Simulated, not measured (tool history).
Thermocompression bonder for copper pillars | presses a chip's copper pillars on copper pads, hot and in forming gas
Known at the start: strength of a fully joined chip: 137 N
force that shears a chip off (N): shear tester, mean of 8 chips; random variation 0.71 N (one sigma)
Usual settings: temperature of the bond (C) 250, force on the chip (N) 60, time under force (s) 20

run	hour	temperature of the bond (C)	force on the chip (N)	time under force (s)	force that shears a chip off (N)
1	0	250	60	20	47.7
2	47.2	250	60	20	47.2
3	79.6	252	60	20	47.7
4	112.1	250	60	20	47.1
5	151.7	250	54	20	41
6	200.7	235	54	20	32
7	261.6	235	54	20	31.2
# hour 272.6: forming gas filter changed
8	326.1	235	54	20	32.3
9	364.2	250	60	20	45.2
10	429.9	250	60	20	47.3
11	479.7	250	60	20	46.4
# hour 532.3: force cell calibrated
12	534.4	250	60	20	52.6
13	597.4	276	60	37	87.8
14	672.7	276	60	37	88.1
# hour 680.6: forming gas filter changed
15	727.7	250	55	40	60.9
16	767.6	250	38	12	23.5
# hour 774.2: heater calibrated with a thermocouple chip
17	804	250	38	12	24.2
18	846.2	244	50	24	42.5
19	885.8	253	45	20	39.4
20	936.1	253	45	20	38.7
21	996.1	223	45	37	30.3
22	1029.1	264	42	16	39.2
23	1065.9	250	57	20	48.2

Forecast each of these 5 alternatives for the next run:
# hour 1092: forming gas filter changed
# hour 1111: heater calibrated with a thermocouple chip, once more
A	1146.2	250	82	20	?
# hour 1092: forming gas filter changed
# hour 1111: heater calibrated with a thermocouple chip, once more
B	1146.2	261	40	17	?
# hour 1092: forming gas filter changed
# hour 1111: heater calibrated with a thermocouple chip, once more
C	1146.2	256	57	18	?
# hour 1092: forming gas filter changed
# hour 1111: heater calibrated with a thermocouple chip, once more
D	1146.2	277	63	45	?
# hour 1092: forming gas filter changed
# hour 1111: heater calibrated with a thermocouple chip, once more
E	1146.2	279	60	20	?

run	force that shears a chip off (N)
A	68.1
B	33.4
C	48.2
D	95.5
E	72.9
Without the tool's hidden state the same runs would have given:
run	force that shears a chip off (N)
A	70.7
B	35
C	50.4
D	98.4
E	75.7

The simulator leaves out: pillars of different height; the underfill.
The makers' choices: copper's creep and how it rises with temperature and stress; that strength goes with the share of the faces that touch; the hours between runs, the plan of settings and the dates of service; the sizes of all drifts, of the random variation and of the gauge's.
